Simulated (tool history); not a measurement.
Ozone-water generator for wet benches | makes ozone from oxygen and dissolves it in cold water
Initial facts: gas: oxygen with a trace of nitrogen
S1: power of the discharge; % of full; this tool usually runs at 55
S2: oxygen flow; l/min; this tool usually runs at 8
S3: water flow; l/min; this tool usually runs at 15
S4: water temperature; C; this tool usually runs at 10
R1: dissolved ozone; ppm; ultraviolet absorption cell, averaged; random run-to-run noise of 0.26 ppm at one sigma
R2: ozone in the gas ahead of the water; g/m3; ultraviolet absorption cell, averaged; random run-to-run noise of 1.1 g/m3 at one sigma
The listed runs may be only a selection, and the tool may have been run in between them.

{"run": 1, "hour": 0.0, "S1": 55, "S2": 8, "S3": 15, "S4": 10, "R1": 37.9, "R2": 201.6}
{"run": 2, "hour": 24.4, "S1": 55, "S2": 8, "S3": 15, "S4": 10, "R1": 38, "R2": 201.9}
{"run": 3, "hour": 57.0, "S1": 55, "S2": 12.31, "S3": 15, "S4": 10, "R1": 34.6, "R2": 156.8}
{"run": 4, "hour": 93.2, "S1": 55, "S2": 8, "S3": 15, "S4": 10, "R1": 37.7, "R2": 199.6}
{"run": 5, "hour": 116.4, "S1": 55, "S2": 8, "S3": 9, "S4": 10, "R1": 51.1, "R2": 199.3}
{"run": 6, "hour": 149.1, "S1": 55, "S2": 8, "S3": 9, "S4": 10, "R1": 51.2, "R2": 199.6}
{"run": 7, "hour": 188.0, "S1": 55, "S2": 8, "S3": 9, "S4": 10, "R1": 51.7, "R2": 201.3}
{"run": 8, "hour": 228.4, "S1": 55, "S2": 8, "S3": 9, "S4": 10, "R1": 50.9, "R2": 200.2}
{"run": 9, "hour": 248.6, "S1": 55, "S2": 8, "S3": 9, "S4": 10, "R1": 51, "R2": 199.7}
{"run": 10, "hour": 281.7, "S1": 55, "S2": 8, "S3": 15, "S4": 10, "R1": 37.4, "R2": 199.9}
{"run": 11, "hour": 320.8, "S1": 42, "S2": 8, "S3": 15, "S4": 10, "R1": 30.3, "R2": 159.1}
{"hour": 345.6, "done": "contactor cleaned"}
{"run": 12, "hour": 360.8, "S1": 42, "S2": 8, "S3": 15, "S4": 10, "R1": 31.8, "R2": 160.5}
{"run": 13, "hour": 381.9, "S1": 55, "S2": 8, "S3": 15, "S4": 6, "R1": 42.1, "R2": 198.9}
{"run": 14, "hour": 410.7, "S1": 55, "S2": 4.59, "S3": 15, "S4": 10, "R1": 40.7, "R2": 276.2}
{"run": 15, "hour": 429.8, "S1": 55, "S2": 4.59, "S3": 17, "S4": 10, "R1": 36.5, "R2": 279.1}

Expected results for the next run?
{"run": 16, "hour": 471.5, "S1": 55, "S2": 4.59, "S3": 17, "S4": 10, "R1": "?", "R2": "?"}

{"run 16": {"R1": 36.3, "R2": 277.6}}
Were there no unlogged condition in the tool, this run, its random variation unchanged, would have produced R1 36.8 ppm, R2 279.5 g/m3.
